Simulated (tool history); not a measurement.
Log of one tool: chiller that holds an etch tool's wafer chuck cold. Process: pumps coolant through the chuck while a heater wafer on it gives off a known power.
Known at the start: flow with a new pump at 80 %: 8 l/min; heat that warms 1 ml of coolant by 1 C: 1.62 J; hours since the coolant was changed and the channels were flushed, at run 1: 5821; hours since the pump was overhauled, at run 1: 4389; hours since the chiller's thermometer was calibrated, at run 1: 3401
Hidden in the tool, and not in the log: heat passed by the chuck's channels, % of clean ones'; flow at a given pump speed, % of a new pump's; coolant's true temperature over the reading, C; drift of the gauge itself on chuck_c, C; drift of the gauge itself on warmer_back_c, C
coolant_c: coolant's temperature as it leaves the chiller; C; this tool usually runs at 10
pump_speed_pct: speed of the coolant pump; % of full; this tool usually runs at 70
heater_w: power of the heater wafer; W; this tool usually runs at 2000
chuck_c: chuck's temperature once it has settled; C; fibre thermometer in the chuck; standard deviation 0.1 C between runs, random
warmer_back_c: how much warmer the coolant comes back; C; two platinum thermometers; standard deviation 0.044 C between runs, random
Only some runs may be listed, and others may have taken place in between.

run    hour  coolant_c  pump_speed_pct  heater_w  hours since the coolant was changed and the channels were flushed  hours since the pump was overhauled  hours since the chiller's thermometer was calibrated  chuck_c  warmer_back_c
  1     0.0         10              70      2000                                                               5821                                 4389                                                  3401     45.7          11.66
  2   111.9         10              70      1086                                                               5933                                 4501                                                  3513     29.5           6.36
  3   254.8         10              70      1086                                                               6076                                 4644                                                  3656     29.4           6.34
      370.5  -- chiller's thermometer calibrated
  4   400.5         10              70      1086                                                               6221                                 4789                                                    30     29.8           6.38
  5   562.7         10              70      2000                                                               6383                                 4951                                                   192     46.7          11.78
  6   651.4         10              70      2000                                                               6472                                 5039                                                   281     46.9          11.88
  7   752.4         10              70      2000                                                               6573                                 5141                                                   382     47.1          11.83
  8   938.0         10              70      2100                                                               6758                                 5326                                                   567     49.2          12.46
  9  1103.6         10              63      2000                                                               6924                                 5492                                                   733     50.9          13.25
 10  1205.9         10              63      2000                                                               7026                                 5594                                                   835     51.0          13.25
 11  1341.5         10              62      2000                                                               7162                                 5730                                                   971     51.7          13.54
 12  1459.4         10              62      2000                                                               7280                                 5848                                                  1089     51.9          13.72
 13  1631.4         10              62      2000                                                               7452                                 6019                                                  1261     52.5          13.71
 14  1743.5         10              62      2000                                                               7564                                 6132                                                  1373     52.4          13.63
 15  1910.1         10              62      2000                                                               7730                                 6298                                                  1540     52.9          13.76
 16  2067.6         10              70      2000                                                               7888                                 6456                                                  1697     49.0          12.13
 17  2161.1         10              70      2000                                                               7981                                 6549                                                  1791     49.2          12.15
 18  2307.3         10              79      2000                                                               8128                                 6695                                                  1937     45.8          10.84
 19  2473.5         14              70      2764                                                               8294                                 6862                                                  2103     69.1          17.00
 20  2656.2         14              91      1086                                                               8477                                 7044                                                  2286     31.5           5.14
 21  2786.3         10              70      1054                                                               8607                                 7174                                                  2416     31.0           6.50
 22  2922.8         10              70      1054                                                               8743                                 7311                                                  2552     31.3           6.51
 23  3000.6         10              70      1054                                                               8821                                 7389                                                  2630     31.3           6.60
 24  3182.3         10              70      1054                                                               9003                                 7570                                                  2812     31.6           6.56
     3290.7  -- coolant changed, channels flushed
 25  3321.5         10              70      1054                                                                 31                                 7704                                                  2945     27.8           6.65
 26  3429.5         10              70      1507                                                                139                                 7812                                                  3053     35.4           9.48
 27  3552.3         10              70      1507                                                                262                                 7934                                                  3176     35.8           9.46
 28  3665.2         10              66      2000                                                                374                                 8047                                                  3289     45.8          13.42
 29  3763.8         10              66      2000                                                                473                                 8146                                                  3387     46.0          13.47
 30  3901.1         10              66      2000                                                                610                                 8283                                                  3525     46.2          13.54
 31  4040.8          6              68      2300                                                                750                                 8423                                                  3664     46.8          15.12
     4148.7  -- chiller's thermometer calibrated
 32  4198.9         14              70      2000                                                                907                                 8580                                                    50     48.8          12.80
 33  4278.2         17              74      1602                                                                986                                 8659                                                   130     43.8           9.71

Branching from run 33: 3 alternative next runs. What would each branch give?
  A  4353.4         18              74      1034                                                               1062                                 8735                                                   205        ?              ?
  B  4353.4         19              74      1602                                                               1062                                 8735                                                   205        ?              ?
  C  4353.4         10              86      2670                                                               1062                                 8735                                                   205        ?              ?

run  chuck_c  warmer_back_c
  A     35.4           6.25
  B     45.8           9.71
  C     49.7          13.92
Had the tool no hidden state, the same runs would have come out as:
run  chuck_c  warmer_back_c
  A     32.7           5.19
  B     41.6           8.06
  C     43.5          11.55
